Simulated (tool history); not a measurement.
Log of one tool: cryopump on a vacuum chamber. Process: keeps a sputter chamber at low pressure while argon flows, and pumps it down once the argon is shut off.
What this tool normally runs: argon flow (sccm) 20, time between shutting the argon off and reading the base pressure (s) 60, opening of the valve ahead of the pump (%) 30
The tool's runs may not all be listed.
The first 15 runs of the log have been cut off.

run,hour,argon flow (sccm),time between shutting the argon off and reading the base pressure (s),opening of the valve ahead of the pump (%),hours of work since the pump was warmed up and emptied,hours of work since the cold head was overhauled,hours of work since the chamber's fittings were tightened,pressure while argon flows (Pa),pressure after the wait (uPa)
16,432.6,20,60,29,531,531,1334,0.0515,1.71
17,460.2,20,60,29,544,544,1347,0.0516,1.78
18,478.6,20,60,34,554,554,1357,0.0447,1.81
19,515.3,20,110,22,572,572,1375,0.0667,1.72
20,546.0,20,110,22,587,587,1390,0.0674,1.76
# hour 564.7: pump warmed up, emptied and cooled again
21,577.5,12,60,16,6,601,1404,0.0517,1.53
22,594.6,12,60,16,15,609,1412,0.0514,1.50
23,623.9,32,20,55,30,624,1427,0.0402,2.02
24,646.8,22,142,55,41,635,1438,0.0274,1.41
25,685.1,22,142,55,60,654,1457,0.0286,1.46
26,710.8,11,60,29,73,667,1470,0.0266,1.59
27,733.5,11,60,29,84,679,1482,0.0266,1.65
28,771.6,14,60,22,104,698,1501,0.0445,1.67
29,797.8,27,20,22,117,711,1514,0.0862,2.17
30,830.7,27,20,22,133,727,1530,0.0858,2.12
31,866.0,32,21,30,151,745,1548,0.0754,2.13
32,899.9,35,65,25,168,762,1565,0.0981,1.72
33,921.7,9,26,26,179,773,1576,0.0246,2.08

What if the next run were any one of these 4? Each begins from the tool's condition after run 33:
A,957.7,16,165,41,197,791,1594,?,?
B,957.7,27,48,27,197,791,1594,?,?
C,957.7,20,37,44,197,791,1594,?,?
D,957.7,14,27,20,197,791,1594,?,?

run,pressure while argon flows (Pa),pressure after the wait (uPa)
A,0.0284,1.63
B,0.0710,1.79
C,0.0323,1.94
D,0.0491,2.01
What these runs would have given with no unlogged condition in the tool:
run,pressure while argon flows (Pa),pressure after the wait (uPa)
A,0.0274,0.18
B,0.0692,0.39
C,0.0309,0.50
D,0.0481,0.62

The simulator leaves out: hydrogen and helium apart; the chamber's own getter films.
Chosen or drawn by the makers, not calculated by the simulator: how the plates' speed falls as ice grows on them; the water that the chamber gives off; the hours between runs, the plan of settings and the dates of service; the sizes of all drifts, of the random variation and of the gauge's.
